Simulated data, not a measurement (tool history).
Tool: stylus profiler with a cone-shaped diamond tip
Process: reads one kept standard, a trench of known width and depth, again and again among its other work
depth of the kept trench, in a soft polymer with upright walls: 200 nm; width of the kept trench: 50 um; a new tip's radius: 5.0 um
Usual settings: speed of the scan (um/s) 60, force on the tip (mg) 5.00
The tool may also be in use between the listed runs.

run,hour,speed of the scan (um/s),force on the tip (mg),depth of the trench (Å),width of the trench's floor (nm)
1,0.0,60,5.00,2025.1,46920
2,17.2,60,5.00,2024.1,47000
3,36.6,60,5.00,2023.2,46970
4,54.8,60,5.00,2023.6,46950
5,64.2,60,5.00,2023.7,47000
6,81.8,60,5.00,2023.8,46950
7,90.7,109,5.00,2023.6,46720
8,106.2,109,5.00,2023.5,46750
9,117.3,109,5.00,2023.2,46770
10,134.6,109,5.00,2023.8,46750
11,147.2,154,5.00,2024.0,46550
12,156.0,154,5.00,2023.1,46580
13,167.6,154,9.47,2036.1,46730
14,187.1,60,13.65,2046.0,47070
15,198.7,94,5.00,2024.5,46830
16,210.6,94,5.00,2023.8,46830
17,230.6,60,5.00,2023.5,46940
18,248.1,54,5.00,2023.8,46960
19,260.8,54,12.04,2043.2,47020
20,279.1,54,12.04,2043.3,47030
21,292.7,54,11.34,2041.9,47020
22,312.1,86,12.39,2043.1,46990
23,322.1,207,7.25,2031.0,46500
24,339.3,45,8.35,2034.2,47000
25,350.4,45,8.35,2033.2,47070
26,369.0,60,2.26,2013.6,46840
27,378.6,50,9.97,2037.4,47080
28,389.8,50,9.97,2037.1,47090
29,400.6,39,9.91,2037.0,47090
30,420.3,149,2.17,2014.2,46270
31,433.6,149,2.17,2013.3,46260
32,445.4,185,1.67,2012.6,45880
33,462.0,185,1.67,2011.3,45870
34,479.1,185,1.67,2011.3,45870
35,490.8,60,8.72,2034.3,47030
36,501.4,38,6.95,2029.2,47120
37,517.8,17,1.98,2013.1,47050
38,537.2,125,2.80,2015.9,46560
39,551.5,125,2.80,2016.1,46500
40,562.4,125,2.80,2015.5,46550
41,581.0,125,2.66,2015.2,46530

Forecast each of these 3 alternatives for the next run:
A,599.5,18,1.68,?,?
B,599.5,188,1.79,?,?
C,599.5,60,1.91,?,?

run,depth of the trench (Å),width of the trench's floor (nm)
A,2011.9,47050
B,2011.8,45950
C,2013.1,46790
Without the tool's hidden state the same runs would have given:
run,depth of the trench (Å),width of the trench's floor (nm)
A,2011.9,47070
B,2011.8,45970
C,2013.1,46810

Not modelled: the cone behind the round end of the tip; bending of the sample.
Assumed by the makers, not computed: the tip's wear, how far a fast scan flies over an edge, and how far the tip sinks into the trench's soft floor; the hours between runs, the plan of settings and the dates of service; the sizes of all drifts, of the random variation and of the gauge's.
